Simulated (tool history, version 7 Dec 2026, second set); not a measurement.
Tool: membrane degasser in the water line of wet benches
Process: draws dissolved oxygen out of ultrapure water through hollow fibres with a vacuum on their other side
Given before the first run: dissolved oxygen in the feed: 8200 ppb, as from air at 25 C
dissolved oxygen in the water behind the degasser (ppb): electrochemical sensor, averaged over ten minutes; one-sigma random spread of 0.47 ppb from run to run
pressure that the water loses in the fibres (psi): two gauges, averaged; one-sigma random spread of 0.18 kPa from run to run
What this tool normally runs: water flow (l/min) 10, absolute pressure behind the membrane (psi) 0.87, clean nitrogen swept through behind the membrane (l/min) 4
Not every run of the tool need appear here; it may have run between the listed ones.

run	hour	water flow (l/min)	absolute pressure behind the membrane (psi)	clean nitrogen swept through behind the membrane (l/min)	dissolved oxygen in the water behind the degasser (ppb)	pressure that the water loses in the fibres (psi)
1	0	10	0.87	4	36.2	4.302
2	35.3	10	0.87	4	35	4.376
3	76.1	10	0.87	4	36	4.37
4	112.8	10	0.87	4	35.6	4.374
5	151.3	10	0.87	4	35.9	4.398
6	175.8	10	0.87	4	36.1	4.413
7	200.3	10	0.87	4	36.2	4.37
8	223.9	10	0.87	4	35.3	4.361
9	259.3	10	1.234	4.21	48.6	4.434
10	284.7	10	1.234	4.21	49.5	4.418
11	324.6	11	1.234	6.75	48.5	4.818
12	357.1	10	1.706	2.26	110.4	4.427
# hour 372: vacuum gauge calibrated
13	385.2	13	1.218	2.26	124.1	5.793
14	420.2	16	1.218	4.55	155.6	7.015
15	464.3	7	1.26	11.5	11.2	3.085
16	496.6	7	0.931	4	16	3.088

Alternative continuations, all from the tool just after run 16; predict every row:
A	525.8	8	0.931	8.67	?	?
B	525.8	10	1.144	4	?	?
C	525.8	7	0.87	4	?	?

run	dissolved oxygen in the water behind the degasser (ppb)	pressure that the water loses in the fibres (psi)
A	13.4	3.533
B	47.9	4.457
C	15.5	3.079
With the hidden condition removed and each run's random variation left untouched, the same runs would have given:
run	dissolved oxygen in the water behind the degasser (ppb)	pressure that the water loses in the fibres (psi)
A	13.4	3.487
B	47.8	4.399
C	15.4	3.04
